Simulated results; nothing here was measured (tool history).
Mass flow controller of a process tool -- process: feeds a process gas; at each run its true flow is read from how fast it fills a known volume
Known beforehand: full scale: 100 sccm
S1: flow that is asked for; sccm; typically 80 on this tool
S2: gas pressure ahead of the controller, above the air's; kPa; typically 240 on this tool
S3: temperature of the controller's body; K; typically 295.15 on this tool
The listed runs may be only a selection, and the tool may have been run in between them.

Run 1, hour 0.0: usual settings. Result: true flow (%) 99.92.
Run 2, hour 81.4: usual settings. Result: true flow (%) 99.85.
Run 3, hour 136.3: usual settings. Result: true flow (%) 99.89.
Run 4, hour 211.2: usual settings but S1 25 sccm. Result: true flow (%) 99.10.
Run 5, hour 271.9: usual settings but S1 25 sccm. Result: true flow (%) 99.07.
Run 6, hour 346.2: usual settings but S1 25 sccm. Result: true flow (%) 98.91.
Run 7, hour 429.4: usual settings but S1 25 sccm. Result: true flow (%) 99.09.
Run 8, hour 492.6: usual settings. Result: true flow (%) 99.94.
Run 9, hour 535.8: usual settings. Result: true flow (%) 99.87.
Run 10, hour 587.6: usual settings. Result: true flow (%) 99.90.
Run 11, hour 684.7: usual settings. Result: true flow (%) 99.82.
Run 12, hour 758.0: usual settings but S1 98 sccm. Result: true flow (%) 100.17.
Run 13, hour 807.9: usual settings but S1 98 sccm. Result: true flow (%) 100.08.
Run 14, hour 888.3: usual settings but S1 98 sccm. Result: true flow (%) 100.13.
Run 15, hour 963.3: usual settings but S1 98 sccm. Result: true flow (%) 100.10.
Run 16, hour 1014.2: usual settings but S1 98 sccm. Result: true flow (%) 100.25.
Run 17, hour 1079.8: usual settings but S2 140 kPa. Result: true flow (%) 100.20.
Run 18, hour 1126.9: usual settings but S2 140 kPa. Result: true flow (%) 100.25.
Run 19, hour 1207.2: usual settings but S1 24 sccm, S2 140 kPa. Result: true flow (%) 99.29.
Run 20, hour 1256.1: usual settings but S1 50 sccm, S2 148 kPa, S3 302.15 K. Result: true flow (%) 99.11.
Run 21, hour 1314.5: usual settings but S1 22 sccm, S2 148 kPa, S3 302.15 K. Result: true flow (%) 98.76.
Run 22, hour 1353.6: usual settings but S1 22 sccm, S2 148 kPa, S3 302.15 K. Result: true flow (%) 98.76.
Run 23, hour 1442.2: usual settings but S1 91 sccm, S2 248 kPa, S3 302.15 K. Result: true flow (%) 99.63.
Run 24, hour 1518.7: usual settings but S1 91 sccm, S2 248 kPa, S3 302.15 K. Result: true flow (%) 99.60.
Run 25, hour 1607.3: usual settings but S1 25 sccm. Result: true flow (%) 99.04.
Run 26, hour 1688.1: usual settings but S1 60 sccm, S2 205 kPa, S3 296.15 K. Result: true flow (%) 99.75.
Run 27, hour 1761.3: usual settings but S1 11 sccm, S2 155 kPa, S3 305.15 K. Result: true flow (%) 98.02.
Run 28, hour 1841.8: usual settings but S1 11 sccm, S2 155 kPa, S3 305.15 K. Result: true flow (%) 97.95.
Run 29, hour 1900.1: usual settings but S1 18 sccm. Result: true flow (%) 98.79.
Run 30, hour 1975.4: usual settings but S1 61 sccm, S2 189 kPa, S3 312.15 K. Result: true flow (%) 98.52.
Run 31, hour 2048.7: usual settings but S1 61 sccm, S2 189 kPa, S3 312.15 K. Result: true flow (%) 98.63.
Run 32, hour 2132.4: usual settings but S1 61 sccm, S2 189 kPa, S3 312.15 K. Result: true flow (%) 98.73.
Run 33, hour 2196.0: usual settings but S3 300.15 K. Result: true flow (%) 99.61.
Run 34, hour 2273.6: usual settings but S1 30 sccm, S3 296.15 K. Result: true flow (%) 99.02.
Run 35, hour 2331.1: usual settings but S1 30 sccm, S3 307.15 K. Result: true flow (%) 98.36.
Run 36, hour 2384.3: usual settings but S1 15 sccm, S2 253 kPa. Result: true flow (%) 98.56.
Run 37, hour 2452.7: usual settings but S2 226 kPa, S3 296.15 K. Result: true flow (%) 100.00.
Run 38, hour 2493.9: usual settings but S1 15 sccm, S2 214 kPa, S3 294.15 K. Result: true flow (%) 98.79.

Branching from run 38: 5 alternative next runs. What would each branch give?
Run A, hour 2546.3: usual settings but S1 29 sccm, S2 188 kPa, S3 313.15 K. Result: true flow (%) ?.
Run B, hour 2546.3: usual settings but S1 83 sccm, S2 254 kPa, S3 306.15 K. Result: true flow (%) ?.
Run C, hour 2546.3: usual settings but S1 52 sccm, S2 194 kPa. Result: true flow (%) ?.
Run D, hour 2546.3: usual settings. Result: true flow (%) ?.
Run E, hour 2546.3: usual settings but S1 45 sccm, S2 206 kPa, S3 294.15 K. Result: true flow (%) ?.

run  true flow (%)
  A          97.95
  B          99.30
  C          99.75
  D         100.10
  E          99.60
Without the tool's unlogged condition, the same runs would have read:
run  true flow (%)
  A          97.99
  B          99.09
  C          99.62
  D          99.90
  E          99.51

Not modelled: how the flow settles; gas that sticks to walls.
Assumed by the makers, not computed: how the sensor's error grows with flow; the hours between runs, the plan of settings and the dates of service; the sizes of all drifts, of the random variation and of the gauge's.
